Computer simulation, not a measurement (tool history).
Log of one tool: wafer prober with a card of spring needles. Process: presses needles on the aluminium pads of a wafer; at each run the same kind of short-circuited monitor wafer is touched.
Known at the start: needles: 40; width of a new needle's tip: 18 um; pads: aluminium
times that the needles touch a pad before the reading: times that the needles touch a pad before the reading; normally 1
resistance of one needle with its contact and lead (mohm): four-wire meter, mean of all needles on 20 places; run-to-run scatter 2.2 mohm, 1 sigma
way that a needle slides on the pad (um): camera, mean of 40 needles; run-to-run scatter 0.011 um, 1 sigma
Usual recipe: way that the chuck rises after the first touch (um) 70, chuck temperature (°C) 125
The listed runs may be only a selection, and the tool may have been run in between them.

run   hour  way that the chuck rises after the first touch (um)  chuck temperature (°C)  times that the needles touch a pad before the reading  resistance of one needle with its contact and lead (mohm)  way that a needle slides on the pad (um)
  1      0                                                   70                     125                                                      1                                                        325                                     11.18
      14.5  -- tips cleaned on abrasive film
  2   15.6                                                   70                     125                                                      1                                                        437                                     11.14
  3     35                                                   70                     125                                                      1                                                        452                                     11.14
      36.7  -- tips cleaned on abrasive film
  4   48.2                                                   70                     125                                                      1                                                        347                                     11.09
      58.5  -- tips cleaned on abrasive film
  5   61.8                                                   70                     125                                                      2                                                        265                                     11.09
  6   76.7                                                   70                     125                                                      2                                                        330                                      11.1
      81.4  -- tips cleaned on abrasive film
  7   87.3                                                   70                     125                                                      2                                                        285                                     11.08
  8   98.8                                                   70                     125                                                      1                                                        373                                     11.09
     103.7  -- tips cleaned on abrasive film
  9  107.2                                                   70                     125                                                      1                                                        291                                     11.05
       123  -- tips cleaned on abrasive film, once more
 10    123                                                   70                     125                                                      1                                                        256                                     11.05
 11  136.3                                                   70                     125                                                      1                                                        355                                     11.04
     145.5  -- tips cleaned on abrasive film
 12  147.7                                                   70                     125                                                      1                                                        277                                     11.04
     159.7  -- height of the first contact set anew
 13  163.7                                                   69                     125                                                      1                                                        377                                     11.11
     167.9  -- tips cleaned on abrasive film
 14  183.8                                                   69                     125                                                      1                                                        373                                     11.09
     190.9  -- tips cleaned on abrasive film
 15  194.1                                                   69                     125                                                      1                                                        287                                     11.06
 16  208.5                                                   69                     125                                                      1                                                        378                                     11.07
     213.7  -- tips cleaned on abrasive film
 17  228.1                                                   81                     125                                                      1                                                        333                                     12.98
     236.7  -- tips cleaned on abrasive film
 18  239.9                                                   62                     105                                                      2                                                        274                                      9.92
 19  249.7                                                   78                      28                                                      1                                                        322                                     12.48
     259.9  -- tips cleaned on abrasive film
 20  261.3                                                   78                      30                                                      1                                                        242                                     12.45
 21  273.3                                                   63                      39                                                      2                                                        318                                     10.04
     281.8  -- tips cleaned on abrasive film
 22  283.7                                                   63                      72                                                      2                                                        249                                     10.01
 23  293.9                                                   63                      72                                                      2                                                        314                                        10
     305.1  -- tips cleaned on abrasive film
 24  309.2                                                   63                      72                                                      2                                                        274                                     10.01
     327.6  -- tips cleaned on abrasive film
 25  327.6                                                   63                      72                                                      2                                                        241                                        10
 26  342.2                                                   57                      75                                                      1                                                        424                                      9.02
     350.4  -- tips cleaned on abrasive film
 27  355.9                                                   57                      75                                                      1                                                        343                                         9
     372.7  -- tips cleaned on abrasive film
 28  375.7                                                   57                      75                                                      1                                                        284                                         9
 29    392                                                   72                      35                                                      1                                                        379                                     11.42
     394.8  -- tips cleaned on abrasive film
 30  403.5                                                   53                      42                                                      3                                                        282                                      8.34
     416.9  -- tips cleaned on abrasive film
 31  421.7                                                   59                      55                                                      1                                                        322                                      9.29
     439.1  -- tips cleaned on abrasive film
 32  439.8                                                   70                      41                                                      2                                                        231                                     11.04

How would selected steps in resistance of one needle with its contact and lead (mohm) from run to run divide? Give the signed amount a tool lacking its hidden state would still show from settings, what came in and random variation, and the signed amount left for the hidden state, including any gauge scatter that is not in both of the compared results.
The tool's hidden condition here consists of: debris on the tips, nm; way that the needles fall short of the set height, um; tips' diameter, um; drift of the gauge itself on contact_mohm, %; drift of the gauge itself on scrub_um, %.
Run 1 -> 2: tips cleaned on abrasive film. resistance of one needle with its contact and lead (mohm) +112: hidden state +107, all else +5.
Run 3 -> 4: tips cleaned on abrasive film. resistance of one needle with its contact and lead (mohm) -105: hidden state -106, all else +1.
Run 25 -> 26: way that the chuck rises after the first touch (um) 63 -> 57, chuck temperature (°C) 72 -> 75, times that the needles touch a pad before the reading 2 -> 1. resistance of one needle with its contact and lead (mohm) +183: hidden state +181, all else +2.
